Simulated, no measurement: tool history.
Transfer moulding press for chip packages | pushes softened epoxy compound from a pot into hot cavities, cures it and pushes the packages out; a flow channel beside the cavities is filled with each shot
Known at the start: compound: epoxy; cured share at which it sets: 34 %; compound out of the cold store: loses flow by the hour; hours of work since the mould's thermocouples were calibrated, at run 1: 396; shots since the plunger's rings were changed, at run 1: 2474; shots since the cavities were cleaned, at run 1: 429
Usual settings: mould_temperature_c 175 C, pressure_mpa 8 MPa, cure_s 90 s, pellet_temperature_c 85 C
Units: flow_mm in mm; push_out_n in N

run	hour	mould_temperature_c	pressure_mpa	cure_s	pellet_temperature_c	hours of work since the mould's thermocouples were calibrated	shots since the plunger's rings were changed	shots since the cavities were cleaned	incoming compound's hours out of the cold store	flow_mm	push_out_n
1	0	175	8	90	85	396	2474	429	23.5	586	1001
# hour 13.1: cavities cleaned with cleaning compound and waxed
# hour 63.7: cavities cleaned with cleaning compound and waxed
2	66.5	175	8	90	85	442	3329	37	41	550	690
# hour 79.6: plunger's sealing rings changed
# hour 113.8: cavities cleaned with cleaning compound and waxed
3	139.2	175	8	90	85	491	783	342	20.4	613	977
# hour 164.6: cavities cleaned with cleaning compound and waxed
4	191.9	175	8	90	85	528	1472	367	28.8	593	963
# hour 214.3: cavities cleaned with cleaning compound and waxed
5	245.2	175	8	90	85	565	2169	416	45.5	557	955
# hour 265: cavities cleaned with cleaning compound and waxed
6	293.3	175	8	90	85	598	2797	381	23.1	584	1008
# hour 312.9: cavities cleaned with cleaning compound and waxed
7	333	175	8	90	79	626	3311	271	25.2	579	923
# hour 349.1: plunger's sealing rings changed
# hour 365.2: cavities cleaned with cleaning compound and waxed
8	387.1	175	8	90	79	662	492	295	39.9	588	931
# hour 415.8: cavities cleaned with cleaning compound and waxed
9	438.1	175	8	77	79	697	1158	301	39.4	578	1289
# hour 462.4: cavities cleaned with cleaning compound and waxed
10	480	175	8	90	77	726	1701	236	26.7	596	954
# hour 513.1: cavities cleaned with cleaning compound and waxed
11	553.9	175	8	90	77	778	2676	550	39.7	562	1111
# hour 558.9: cavities cleaned with cleaning compound and waxed
# hour 604.5: cavities cleaned with cleaning compound and waxed
12	604.5	175	8	90	77	812	3317	0	24	576	714
# hour 620.3: plunger's sealing rings changed
# hour 652.6: cavities cleaned with cleaning compound and waxed
13	652.6	175	8	90	77	844	414	0	24.3	615	705
# hour 702.2: cavities cleaned with cleaning compound and waxed
# hour 724.1: mould's thermocouples calibrated
14	726.7	175	8	90	77	2	1364	303	33.9	586	884
# hour 751.7: cavities cleaned with cleaning compound and waxed
15	772.5	175	8	90	77	34	1961	280	22.2	598	912
# hour 802: cavities cleaned with cleaning compound and waxed
16	842.5	176	9.72	120	79	83	2883	546	45.1	603	761
# hour 848.7: cavities cleaned with cleaning compound and waxed
17	876.9	180	7.14	117	92	106	3325	378	40.1	516	682
# hour 889.5: plunger's sealing rings changed
# hour 897.9: cavities cleaned with cleaning compound and waxed
# hour 948.7: cavities cleaned with cleaning compound and waxed
18	957.4	180	6.66	117	92	160	873	116	10.3	571	546
# hour 996.5: cavities cleaned with cleaning compound and waxed
19	1029.4	175	8	90	76	211	1822	443	19.6	601	989
# hour 1044.4: cavities cleaned with cleaning compound and waxed
20	1069.4	175	8	99	85	238	2339	336	43.8	557	823
# hour 1090.1: cavities cleaned with cleaning compound and waxed
# hour 1140.8: cavities cleaned with cleaning compound and waxed
21	1141.2	174	7.96	90	85	288	3267	6	15	596	751
# hour 1161.1: plunger's sealing rings changed
# hour 1189.1: cavities cleaned with cleaning compound and waxed
22	1221.6	174	7.96	90	85	342	794	438	40.1	578	1053
# hour 1239.6: cavities cleaned with cleaning compound and waxed
# hour 1285.8: cavities cleaned with cleaning compound and waxed
23	1288.4	168	6.46	90	85	388	1653	34	31.4	537	1036
# hour 1335.5: cavities cleaned with cleaning compound and waxed
24	1370.5	168	6.46	90	85	446	2738	471	8.6	562	1729
# hour 1383.7: cavities cleaned with cleaning compound and waxed
# hour 1429.6: plunger's sealing rings changed
# hour 1431.1: cavities cleaned with cleaning compound and waxed
25	1444.7	178	6.46	109	85	495	183	183	26.3	548	588

3 ways to go on from here, each from the tool as it stands after run 25. What would each give?
# hour 1478.6: cavities cleaned with cleaning compound and waxed
A	1498.8	178	6.46	109	85	533	890	271	9.1	?	?
# hour 1478.6: cavities cleaned with cleaning compound and waxed
B	1498.8	175	8	114	90	533	890	271	41.1	?	?
# hour 1478.6: cavities cleaned with cleaning compound and waxed
C	1498.8	177	8	103	92	533	890	271	13.2	?	?

run	flow_mm	push_out_n
A	566	683
B	578	680
C	624	726
Without the tool's hidden state the same runs would have given:
run	flow_mm	push_out_n
A	573	470
B	586	464
C	632	494

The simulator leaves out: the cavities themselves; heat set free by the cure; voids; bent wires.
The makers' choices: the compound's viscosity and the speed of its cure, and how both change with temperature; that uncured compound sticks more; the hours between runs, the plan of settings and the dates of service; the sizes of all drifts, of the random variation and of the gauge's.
